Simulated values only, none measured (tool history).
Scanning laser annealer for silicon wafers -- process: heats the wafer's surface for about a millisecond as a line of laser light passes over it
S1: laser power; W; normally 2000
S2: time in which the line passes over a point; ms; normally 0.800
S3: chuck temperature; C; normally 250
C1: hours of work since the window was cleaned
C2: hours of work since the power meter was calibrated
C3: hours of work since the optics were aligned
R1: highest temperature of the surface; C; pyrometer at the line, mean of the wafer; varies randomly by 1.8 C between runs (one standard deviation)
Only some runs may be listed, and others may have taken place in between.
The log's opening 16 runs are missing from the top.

run,hour,S1,S2,S3,C1,C2,C3,R1
17,505.7,1833,0.733,250,23,1037,544,879
18,541.3,2000,0.620,250,40,1055,561,892
19,573.9,2000,0.800,274,56,1070,577,988
20,600.0,2000,0.800,274,69,1083,590,985
21,634.0,2000,0.800,274,85,1099,606,986
22,656.9,1817,0.800,271,96,1110,617,908
23,692.7,2000,0.673,286,114,1128,634,941
24,725.7,1999,0.731,286,130,1144,650,965
25,761.0,1999,0.731,286,147,1161,667,962
# hour 769.5: optics aligned, line set to its width
26,806.1,1999,0.731,286,166,1180,18,951
27,827.3,1779,0.645,257,176,1190,28,808
28,859.9,2171,0.800,270,192,1206,44,1026
29,897.6,2012,0.692,252,210,1224,62,900
30,924.6,2012,0.872,219,223,1237,75,932
31,943.6,1982,0.800,250,232,1247,84,926
32,975.9,2000,0.632,250,248,1262,100,864
# hour 996.6: optics aligned, line set to its width, once more
33,1008.7,2000,0.632,250,261,1276,6,879
34,1047.7,2000,0.976,261,280,1295,25,1019
35,1073.1,2048,0.800,250,293,1307,37,962
# hour 1093.0: window over the wafer cleaned
36,1093.0,2025,0.717,233,0,1316,46,942
37,1131.5,2143,0.670,250,19,1334,64,982

Alternative continuations, all from the tool just after run 37; predict every row:
A,1149.0,1950,0.713,250,27,1343,73,?
B,1149.0,2144,0.676,263,27,1343,73,?
C,1149.0,2031,0.670,245,27,1343,73,?

run,R1
A,927
B,996
C,934
The same runs, with their run-to-run variation unchanged, on a tool lacking any hidden condition would have given:
run,R1
A,930
B,999
C,937
